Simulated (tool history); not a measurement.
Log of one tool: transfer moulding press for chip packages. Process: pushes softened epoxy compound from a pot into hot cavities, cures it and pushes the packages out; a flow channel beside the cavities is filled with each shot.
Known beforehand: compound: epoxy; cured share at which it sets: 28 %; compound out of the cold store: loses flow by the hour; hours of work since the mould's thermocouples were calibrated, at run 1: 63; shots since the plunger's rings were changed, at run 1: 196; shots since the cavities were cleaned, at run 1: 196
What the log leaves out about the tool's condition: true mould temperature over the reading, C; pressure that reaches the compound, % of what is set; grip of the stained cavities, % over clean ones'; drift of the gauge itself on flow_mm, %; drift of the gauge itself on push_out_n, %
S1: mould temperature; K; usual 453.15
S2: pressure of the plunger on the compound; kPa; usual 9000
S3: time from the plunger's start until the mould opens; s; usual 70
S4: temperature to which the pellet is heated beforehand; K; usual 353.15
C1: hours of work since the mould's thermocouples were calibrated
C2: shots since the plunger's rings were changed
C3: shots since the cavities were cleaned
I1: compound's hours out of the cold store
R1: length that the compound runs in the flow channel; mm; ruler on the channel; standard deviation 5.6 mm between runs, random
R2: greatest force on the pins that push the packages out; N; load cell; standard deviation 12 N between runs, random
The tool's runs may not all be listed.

run   hour      S1    S2  S3      S4   C1    C2   C3    I1   R1    R2
  1      0  453.15  9000  70  353.15   63   196  196  46.2  643   635
  2   27.2  453.15  9000  70  353.15   79   564  564  42.5  645   723
      48.7  -- cavities cleaned with cleaning compound and waxed
  3   60.1  453.15  9000  70  353.15   98   988  154  44.6  636   637
  4  100.5  453.15  9000  70  353.15  123  1534  700  12.1  702   806
     107.5  -- mould's thermocouples calibrated
       114  -- cavities cleaned with cleaning compound and waxed
  5  158.1  453.15  9000  70  353.15   30  2266  597  36.5  641   730
     174.8  -- cavities cleaned with cleaning compound and waxed
  6  182.7  449.15  9000  70  353.15   44  2578  107  30.6  668   813
  7  222.2  453.15  9000  70  353.15   68  3113  642  14.1  685   772
     237.4  -- cavities cleaned with cleaning compound and waxed
  8  266.2  445.15  7360  50  358.15   94  3687  389  27.4  611  2340
  9  293.9  458.15  9020  70  358.15  111  4062  764  45.1  590   609
     299.5  -- cavities cleaned with cleaning compound and waxed
 10  338.2  453.15  9000  54  348.15  137  4641  523  23.8  644  1541
     362.4  -- cavities cleaned with cleaning compound and waxed
 11  386.8  459.15  9000  56  353.15  165  5277  330  10.9  648   821
     423.8  -- cavities cleaned with cleaning compound and waxed
     429.7  -- mould's thermocouples calibrated, once more
 12  431.5  459.15  9000  56  353.15    1  5834   76  35.3  600   719
 13  461.4  459.15  9000  56  353.15   19  6239  481    29  607   912

Branching from run 13: 5 alternative next runs. What would each branch give?
     487.7  -- plunger's sealing rings changed
     489.2  -- cavities cleaned with cleaning compound and waxed
  A  507.4  453.15  9000  70  353.15  45  246  246   8.4   ?   ?
     487.7  -- plunger's sealing rings changed
     489.2  -- cavities cleaned with cleaning compound and waxed
  B  507.4  454.15  9000  77  357.15  45  246  246  22.7   ?   ?
     487.7  -- plunger's sealing rings changed
     489.2  -- cavities cleaned with cleaning compound and waxed
  C  507.4  459.15  7260  91  353.15  45  246  246  26.2   ?   ?
     487.7  -- plunger's sealing rings changed
     489.2  -- cavities cleaned with cleaning compound and waxed
  D  507.4  453.15  9000  70  344.15  45  246  246  41.2   ?   ?
     487.7  -- plunger's sealing rings changed
     489.2  -- cavities cleaned with cleaning compound and waxed
  E  507.4  448.15  7630  56  353.15  45  246  246  26.4   ?   ?

run   R1    R2
  A  727   712
  B  690   536
  C  598   484
  D  658   698
  E  649  1683
The same runs, with their run-to-run variation unchanged, on a tool lacking any hidden condition would have given:
run   R1    R2
  A  731   590
  B  693   444
  C  601   402
  D  661   578
  E  651  1394

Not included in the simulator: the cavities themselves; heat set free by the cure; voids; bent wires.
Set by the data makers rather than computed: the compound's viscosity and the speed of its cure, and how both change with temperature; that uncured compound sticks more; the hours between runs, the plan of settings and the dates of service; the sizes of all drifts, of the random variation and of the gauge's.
